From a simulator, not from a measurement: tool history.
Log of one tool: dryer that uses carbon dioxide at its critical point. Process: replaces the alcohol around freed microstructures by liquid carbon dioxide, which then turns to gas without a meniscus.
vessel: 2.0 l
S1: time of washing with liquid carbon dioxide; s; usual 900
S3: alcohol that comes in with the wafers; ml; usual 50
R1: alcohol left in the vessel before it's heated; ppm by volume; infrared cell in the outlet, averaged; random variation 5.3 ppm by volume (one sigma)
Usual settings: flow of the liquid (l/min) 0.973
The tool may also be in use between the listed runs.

Run 1, hour 0: usual settings. Result: R1 222 ppm by volume.
Run 2, hour 21.9: usual settings. Result: R1 229 ppm by volume.
Run 3, hour 41.3: usual settings but S1 600 s. Result: R1 999 ppm by volume.
Run 4, hour 62.8: usual settings. Result: R1 239 ppm by volume.
Run 5, hour 82.9: usual settings. Result: R1 246 ppm by volume.
Run 6, hour 101.5: usual settings. Result: R1 251 ppm by volume.
Run 7, hour 113.8: usual settings. Result: R1 258 ppm by volume.
Run 8, hour 132.5: usual settings. Result: R1 258 ppm by volume.
Run 9, hour 146.1: usual settings but S3 59 ml. Result: R1 299 ppm by volume.
Run 10, hour 160.1: usual settings but S3 59 ml. Result: R1 303 ppm by volume.

Run 11 comes next. What will it give?
Run 11, hour 184.1: usual settings but S3 59 ml. Result: R1 ?.

R1: 297 ppm by volume
Without the tool's hidden state the same run would have given R1 121 ppm by volume.
